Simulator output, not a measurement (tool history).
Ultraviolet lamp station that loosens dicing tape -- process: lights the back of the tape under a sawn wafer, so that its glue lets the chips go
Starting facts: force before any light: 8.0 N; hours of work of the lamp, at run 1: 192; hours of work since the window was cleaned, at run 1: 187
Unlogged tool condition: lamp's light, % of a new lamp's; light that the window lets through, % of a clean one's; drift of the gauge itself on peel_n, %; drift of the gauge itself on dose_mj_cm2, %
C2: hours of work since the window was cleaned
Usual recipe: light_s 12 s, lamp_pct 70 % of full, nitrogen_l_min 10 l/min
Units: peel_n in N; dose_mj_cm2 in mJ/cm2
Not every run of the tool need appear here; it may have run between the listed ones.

{"run": 1, "hour": 0.0, "light_s": 12, "lamp_pct": 70, "nitrogen_l_min": 10, "hours of work of the lamp": 192, "C2": 187, "peel_n": 0.381, "dose_mj_cm2": 366}
{"run": 2, "hour": 23.2, "light_s": 12, "lamp_pct": 70, "nitrogen_l_min": 10, "hours of work of the lamp": 202, "C2": 197, "peel_n": 0.374, "dose_mj_cm2": 363}
{"run": 3, "hour": 46.2, "light_s": 12, "lamp_pct": 70, "nitrogen_l_min": 10, "hours of work of the lamp": 212, "C2": 207, "peel_n": 0.37, "dose_mj_cm2": 365}
{"run": 4, "hour": 56.6, "light_s": 12, "lamp_pct": 70, "nitrogen_l_min": 10, "hours of work of the lamp": 217, "C2": 211, "peel_n": 0.372, "dose_mj_cm2": 363}
{"run": 5, "hour": 70.9, "light_s": 12, "lamp_pct": 70, "nitrogen_l_min": 10, "hours of work of the lamp": 223, "C2": 217, "peel_n": 0.38, "dose_mj_cm2": 365}
{"run": 6, "hour": 91.8, "light_s": 12, "lamp_pct": 70, "nitrogen_l_min": 10, "hours of work of the lamp": 232, "C2": 226, "peel_n": 0.368, "dose_mj_cm2": 366}
{"run": 7, "hour": 111.6, "light_s": 12, "lamp_pct": 70, "nitrogen_l_min": 10, "hours of work of the lamp": 240, "C2": 235, "peel_n": 0.366, "dose_mj_cm2": 367}
{"run": 8, "hour": 131.2, "light_s": 12, "lamp_pct": 70, "nitrogen_l_min": 10, "hours of work of the lamp": 249, "C2": 243, "peel_n": 0.367, "dose_mj_cm2": 360}
{"run": 9, "hour": 153.2, "light_s": 12, "lamp_pct": 70, "nitrogen_l_min": 10, "hours of work of the lamp": 258, "C2": 253, "peel_n": 0.373, "dose_mj_cm2": 359}
{"run": 10, "hour": 174.4, "light_s": 12, "lamp_pct": 70, "nitrogen_l_min": 10, "hours of work of the lamp": 267, "C2": 262, "peel_n": 0.379, "dose_mj_cm2": 360}
{"run": 11, "hour": 188.4, "light_s": 22, "lamp_pct": 70, "nitrogen_l_min": 10, "hours of work of the lamp": 273, "C2": 268, "peel_n": 0.143, "dose_mj_cm2": 666}
{"run": 12, "hour": 205.0, "light_s": 12, "lamp_pct": 70, "nitrogen_l_min": 10, "hours of work of the lamp": 280, "C2": 275, "peel_n": 0.371, "dose_mj_cm2": 364}
{"run": 13, "hour": 225.6, "light_s": 12, "lamp_pct": 70, "nitrogen_l_min": 10, "hours of work of the lamp": 289, "C2": 284, "peel_n": 0.376, "dose_mj_cm2": 364}
{"run": 14, "hour": 241.4, "light_s": 12, "lamp_pct": 70, "nitrogen_l_min": 10, "hours of work of the lamp": 296, "C2": 291, "peel_n": 0.363, "dose_mj_cm2": 366}
{"run": 15, "hour": 251.9, "light_s": 12, "lamp_pct": 86, "nitrogen_l_min": 10, "hours of work of the lamp": 300, "C2": 295, "peel_n": 0.235, "dose_mj_cm2": 451}
{"run": 16, "hour": 262.8, "light_s": 10, "lamp_pct": 70, "nitrogen_l_min": 10, "hours of work of the lamp": 305, "C2": 300, "peel_n": 0.544, "dose_mj_cm2": 306}
{"run": 17, "hour": 279.7, "light_s": 10, "lamp_pct": 70, "nitrogen_l_min": 10, "hours of work of the lamp": 312, "C2": 307, "peel_n": 0.565, "dose_mj_cm2": 307}
{"run": 18, "hour": 303.3, "light_s": 7, "lamp_pct": 70, "nitrogen_l_min": 10, "hours of work of the lamp": 322, "C2": 317, "peel_n": 1.163, "dose_mj_cm2": 212}
{"run": 19, "hour": 324.9, "light_s": 7, "lamp_pct": 70, "nitrogen_l_min": 10, "hours of work of the lamp": 332, "C2": 326, "peel_n": 1.2, "dose_mj_cm2": 212}
{"run": 20, "hour": 344.8, "light_s": 7, "lamp_pct": 70, "nitrogen_l_min": 10, "hours of work of the lamp": 340, "C2": 335, "peel_n": 1.17, "dose_mj_cm2": 214}
{"run": 21, "hour": 361.4, "light_s": 7, "lamp_pct": 70, "nitrogen_l_min": 10, "hours of work of the lamp": 347, "C2": 342, "peel_n": 1.149, "dose_mj_cm2": 212}
{"run": 22, "hour": 373.0, "light_s": 8, "lamp_pct": 70, "nitrogen_l_min": 10, "hours of work of the lamp": 352, "C2": 347, "peel_n": 0.922, "dose_mj_cm2": 243}
{"run": 23, "hour": 395.9, "light_s": 20, "lamp_pct": 98, "nitrogen_l_min": 17, "hours of work of the lamp": 362, "C2": 357, "peel_n": 0.133, "dose_mj_cm2": 851}
{"run": 24, "hour": 420.1, "light_s": 12, "lamp_pct": 70, "nitrogen_l_min": 19, "hours of work of the lamp": 373, "C2": 367, "peel_n": 0.297, "dose_mj_cm2": 367}
{"run": 25, "hour": 434.6, "light_s": 12, "lamp_pct": 85, "nitrogen_l_min": 9, "hours of work of the lamp": 379, "C2": 373, "peel_n": 0.243, "dose_mj_cm2": 438}
{"run": 26, "hour": 452.7, "light_s": 6, "lamp_pct": 81, "nitrogen_l_min": 3, "hours of work of the lamp": 387, "C2": 381, "peel_n": 1.896, "dose_mj_cm2": 213}
{"run": 27, "hour": 472.4, "light_s": 12, "lamp_pct": 70, "nitrogen_l_min": 9, "hours of work of the lamp": 395, "C2": 390, "peel_n": 0.366, "dose_mj_cm2": 359}
{"run": 28, "hour": 487.8, "light_s": 16, "lamp_pct": 70, "nitrogen_l_min": 18, "hours of work of the lamp": 402, "C2": 396, "peel_n": 0.178, "dose_mj_cm2": 483}
{"run": 29, "hour": 506.6, "light_s": 11, "lamp_pct": 79, "nitrogen_l_min": 6, "hours of work of the lamp": 410, "C2": 404, "peel_n": 0.454, "dose_mj_cm2": 375}
{"run": 30, "hour": 528.1, "light_s": 7, "lamp_pct": 60, "nitrogen_l_min": 13, "hours of work of the lamp": 419, "C2": 414, "peel_n": 1.44, "dose_mj_cm2": 184}
{"run": 31, "hour": 538.2, "light_s": 11, "lamp_pct": 87, "nitrogen_l_min": 10, "hours of work of the lamp": 423, "C2": 418, "peel_n": 0.289, "dose_mj_cm2": 411}
{"run": 32, "hour": 560.3, "light_s": 17, "lamp_pct": 98, "nitrogen_l_min": 4, "hours of work of the lamp": 433, "C2": 427, "peel_n": 0.157, "dose_mj_cm2": 723}
{"run": 33, "hour": 574.5, "light_s": 12, "lamp_pct": 67, "nitrogen_l_min": 13, "hours of work of the lamp": 439, "C2": 434, "peel_n": 0.368, "dose_mj_cm2": 356}
{"run": 34, "hour": 591.2, "light_s": 12, "lamp_pct": 67, "nitrogen_l_min": 13, "hours of work of the lamp": 446, "C2": 441, "peel_n": 0.383, "dose_mj_cm2": 347}
{"run": 35, "hour": 608.9, "light_s": 23, "lamp_pct": 70, "nitrogen_l_min": 10, "hours of work of the lamp": 454, "C2": 448, "peel_n": 0.14, "dose_mj_cm2": 687}
{"run": 36, "hour": 629.9, "light_s": 17, "lamp_pct": 71, "nitrogen_l_min": 10, "hours of work of the lamp": 463, "C2": 457, "peel_n": 0.189, "dose_mj_cm2": 518}
{"run": 37, "hour": 643.0, "light_s": 17, "lamp_pct": 71, "nitrogen_l_min": 10, "hours of work of the lamp": 468, "C2": 463, "peel_n": 0.176, "dose_mj_cm2": 525}
{"run": 38, "hour": 659.2, "light_s": 6, "lamp_pct": 70, "nitrogen_l_min": 8, "hours of work of the lamp": 475, "C2": 470, "peel_n": 1.607, "dose_mj_cm2": 179}
{"run": 39, "hour": 672.2, "light_s": 9, "lamp_pct": 70, "nitrogen_l_min": 10, "hours of work of the lamp": 481, "C2": 475, "peel_n": 0.708, "dose_mj_cm2": 276}
{"run": 40, "hour": 692.9, "light_s": 9, "lamp_pct": 70, "nitrogen_l_min": 10, "hours of work of the lamp": 490, "C2": 484, "peel_n": 0.716, "dose_mj_cm2": 274}
{"run": 41, "hour": 707.7, "light_s": 9, "lamp_pct": 70, "nitrogen_l_min": 10, "hours of work of the lamp": 496, "C2": 491, "peel_n": 0.701, "dose_mj_cm2": 271}
{"run": 42, "hour": 731.7, "light_s": 18, "lamp_pct": 86, "nitrogen_l_min": 10, "hours of work of the lamp": 506, "C2": 501, "peel_n": 0.142, "dose_mj_cm2": 669}
{"run": 43, "hour": 748.4, "light_s": 18, "lamp_pct": 86, "nitrogen_l_min": 10, "hours of work of the lamp": 513, "C2": 508, "peel_n": 0.138, "dose_mj_cm2": 671}

Pick out some run-to-run changes in dose_mj_cm2. Of each, how much would a tool without hidden state show as well, from the settings, what came in and chance, and how much is left for the hidden state and any gauge scatter not in both results compared?
Run 22 -> 23: light_s 8 -> 20, lamp_pct 70 -> 98, nitrogen_l_min 10 -> 17. dose_mj_cm2 +608 mJ/cm2: hidden state -1, all else +609.
Run 23 -> 24: light_s 20 -> 12, lamp_pct 98 -> 70, nitrogen_l_min 17 -> 19. dose_mj_cm2 -484 mJ/cm2: hidden state +1, all else -485.
Run 32 -> 33: light_s 17 -> 12, lamp_pct 98 -> 67, nitrogen_l_min 4 -> 13. dose_mj_cm2 -367 mJ/cm2: hidden state +2, all else -369.
Run 34 -> 35: light_s 12 -> 23, lamp_pct 67 -> 70, nitrogen_l_min 13 -> 10. dose_mj_cm2 +340 mJ/cm2: hidden state -2, all else +342.
Run 41 -> 42: light_s 9 -> 18, lamp_pct 70 -> 86. dose_mj_cm2 +398 mJ/cm2: hidden state -2, all else +400.
